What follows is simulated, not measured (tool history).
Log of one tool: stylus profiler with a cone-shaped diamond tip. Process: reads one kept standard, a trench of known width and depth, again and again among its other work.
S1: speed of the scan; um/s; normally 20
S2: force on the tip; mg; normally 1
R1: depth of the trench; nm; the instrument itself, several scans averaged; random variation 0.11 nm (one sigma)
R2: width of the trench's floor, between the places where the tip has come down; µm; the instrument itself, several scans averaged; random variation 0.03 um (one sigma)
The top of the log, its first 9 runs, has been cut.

run 10 hour=517.2 | S1=20 S2=0.35 | R1=502.66 R2=25.25
run 11 hour=603.1 | S1=5 S2=1 | R1=505.04 R2=25.31
run 12 hour=665.7 | S1=5 S2=1 | R1=505.36 R2=25.29
run 13 hour=710.5 | S1=5 S2=1 | R1=505.45 R2=25.28
run 14 hour=780.7 | S1=5 S2=0.35 | R1=502.9 R2=25.24
-- hour=793.2 new tip fitted, height scale calibrated
run 15 hour=819.7 | S1=10 S2=0.35 | R1=502.49 R2=27.3
run 16 hour=905.8 | S1=10 S2=0.35 | R1=502.47 R2=27.22
run 17 hour=972.5 | S1=10 S2=0.35 | R1=502.61 R2=27.16
run 18 hour=1016.7 | S1=20 S2=2.29 | R1=508.58 R2=27.21
run 19 hour=1074.4 | S1=75 S2=1 | R1=505.28 R2=26.94
run 20 hour=1135 | S1=75 S2=2.09 | R1=508.18 R2=26.95
run 21 hour=1197.3 | S1=22 S2=0.51 | R1=503.57 R2=26.93
run 22 hour=1264.7 | S1=14 S2=1 | R1=505.47 R2=26.96
run 23 hour=1332.6 | S1=14 S2=1 | R1=505.66 R2=26.93
run 24 hour=1411.4 | S1=5 S2=0.61 | R1=504.31 R2=26.86
run 25 hour=1482.3 | S1=22 S2=0.94 | R1=505.45 R2=26.84
run 26 hour=1526.7 | S1=22 S2=0.94 | R1=505.56 R2=26.78
run 27 hour=1589.7 | S1=72 S2=0.33 | R1=503.25 R2=26.45
run 28 hour=1636.3 | S1=32 S2=1.72 | R1=507.9 R2=26.76
run 29 hour=1710.3 | S1=17 S2=1 | R1=505.92 R2=26.61
run 30 hour=1759.8 | S1=33 S2=1 | R1=505.96 R2=26.57
run 31 hour=1831.4 | S1=7 S2=1.39 | R1=507.11 R2=26.61
run 32 hour=1871.2 | S1=39 S2=1.39 | R1=507.19 R2=26.55
run 33 hour=1945.4 | S1=15 S2=0.47 | R1=504.22 R2=26.47

Run 34 is up next; what results do you expect?
run 34 hour=2009.6 | S1=69 S2=0.7 | R1=? R2=?

R1: 505.12 nm
R2: 26.36 µm
Were there no unlogged condition in the tool, this run, its random variation unchanged, would have produced R1 503.68 nm, R2 27.2 µm.
